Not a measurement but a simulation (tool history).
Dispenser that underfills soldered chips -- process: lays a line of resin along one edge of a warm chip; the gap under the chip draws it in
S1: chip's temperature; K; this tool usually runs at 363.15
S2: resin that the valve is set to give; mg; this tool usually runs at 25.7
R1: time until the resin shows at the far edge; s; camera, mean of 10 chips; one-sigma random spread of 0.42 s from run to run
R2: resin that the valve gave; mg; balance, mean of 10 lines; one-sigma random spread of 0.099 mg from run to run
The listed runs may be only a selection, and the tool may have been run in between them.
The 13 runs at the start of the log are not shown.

run,hour,S1,S2,R1,R2
# hour 174.8: new syringe of resin
14,176.9,363.15,25.7,35.2,25.00
# hour 187.9: new syringe of resin
15,191.8,363.15,27.8,38.6,26.98
# hour 201.4: new syringe of resin
16,209.6,348.15,26.5,84.8,25.46
# hour 214.2: new syringe of resin
17,222.2,364.15,29.8,47.9,28.24
# hour 227.0: new syringe of resin
18,237.0,364.15,29.8,54.1,28.35
# hour 240.9: new syringe of resin
# hour 254.4: new syringe of resin
19,254.9,360.15,30.6,34.9,28.79
# hour 259.6: dispensing valve cleaned and set on the balance
# hour 268.2: new syringe of resin
20,272.4,366.15,28.2,34.3,28.20
# hour 281.4: new syringe of resin
21,283.3,355.15,22.6,46.7,22.43
22,291.1,363.15,29.3,54.3,29.15
# hour 294.9: new syringe of resin
23,299.4,363.15,29.3,39.8,28.97
# hour 307.5: new syringe of resin
24,315.8,363.15,29.3,51.5,28.62
# hour 320.8: new syringe of resin
25,332.7,363.15,29.3,62.3,28.51
# hour 334.3: new syringe of resin
26,346.2,353.15,22.9,95.5,21.96
# hour 347.4: new syringe of resin
# hour 360.1: new syringe of resin
27,360.6,353.15,22.9,47.3,21.92
# hour 372.7: new syringe of resin
28,375.3,367.15,29.1,31.6,27.71
# hour 385.6: new syringe of resin
29,389.4,354.15,25.7,55.6,24.22
# hour 399.2: new syringe of resin
30,399.4,357.15,26.4,38.6,24.86

Each row is a separate what-if for the run after 30, all from the same tool condition, not one after another. Results?
# hour 404.9: dispensing valve cleaned and set on the balance
A,411.9,364.15,26.4,?,?
# hour 404.9: dispensing valve cleaned and set on the balance
B,411.9,367.15,30.1,?,?
# hour 404.9: dispensing valve cleaned and set on the balance
C,411.9,357.15,26.5,?,?
# hour 404.9: dispensing valve cleaned and set on the balance
D,411.9,373.15,25.5,?,?

run,R1,R2
A,60.2,26.32
B,54.8,30.09
C,78.1,26.48
D,45.1,25.44
Had the tool no hidden state, the same runs would have come out as:
run,R1,R2
A,27.5,26.35
B,25.3,30.12
C,35.8,26.51
D,20.7,25.47
